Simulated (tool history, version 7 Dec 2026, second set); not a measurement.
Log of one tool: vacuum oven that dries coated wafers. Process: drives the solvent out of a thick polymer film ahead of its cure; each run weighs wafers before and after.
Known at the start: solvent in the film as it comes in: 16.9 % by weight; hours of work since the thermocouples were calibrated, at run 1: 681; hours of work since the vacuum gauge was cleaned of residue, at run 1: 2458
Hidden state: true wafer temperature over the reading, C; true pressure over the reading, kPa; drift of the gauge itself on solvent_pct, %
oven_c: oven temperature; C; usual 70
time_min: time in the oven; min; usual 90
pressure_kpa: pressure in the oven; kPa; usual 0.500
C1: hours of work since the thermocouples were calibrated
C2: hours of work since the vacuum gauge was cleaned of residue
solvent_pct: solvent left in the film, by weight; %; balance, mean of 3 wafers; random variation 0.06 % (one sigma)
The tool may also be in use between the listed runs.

run 1 hour=0.0 | oven_c=70 time_min=90 pressure_kpa=0.500 | C1=681 C2=2458 | solvent_pct=3.34
run 2 hour=74.9 | oven_c=70 time_min=90 pressure_kpa=1.735 | C1=734 C2=2511 | solvent_pct=3.61
run 3 hour=170.4 | oven_c=70 time_min=90 pressure_kpa=0.323 | C1=801 C2=2579 | solvent_pct=3.35
run 4 hour=229.7 | oven_c=70 time_min=90 pressure_kpa=0.323 | C1=843 C2=2620 | solvent_pct=3.28
-- hour=239.9 oven's thermocouples calibrated
run 5 hour=276.6 | oven_c=70 time_min=90 pressure_kpa=0.323 | C1=26 C2=2652 | solvent_pct=3.10
run 6 hour=337.3 | oven_c=59 time_min=47 pressure_kpa=0.323 | C1=69 C2=2695 | solvent_pct=9.64
run 7 hour=393.7 | oven_c=78 time_min=104 pressure_kpa=0.363 | C1=109 C2=2735 | solvent_pct=0.88
run 8 hour=500.7 | oven_c=78 time_min=104 pressure_kpa=0.363 | C1=184 C2=2811 | solvent_pct=0.88

Forecast run 9:
run 9 hour=599.0 | oven_c=64 time_min=90 pressure_kpa=0.500 | C1=254 C2=2880 | solvent_pct=?

{"run 9": {"solvent_pct": 5.19}}
Without the tool's hidden state the same run would have given solvent_pct 5.55 %.
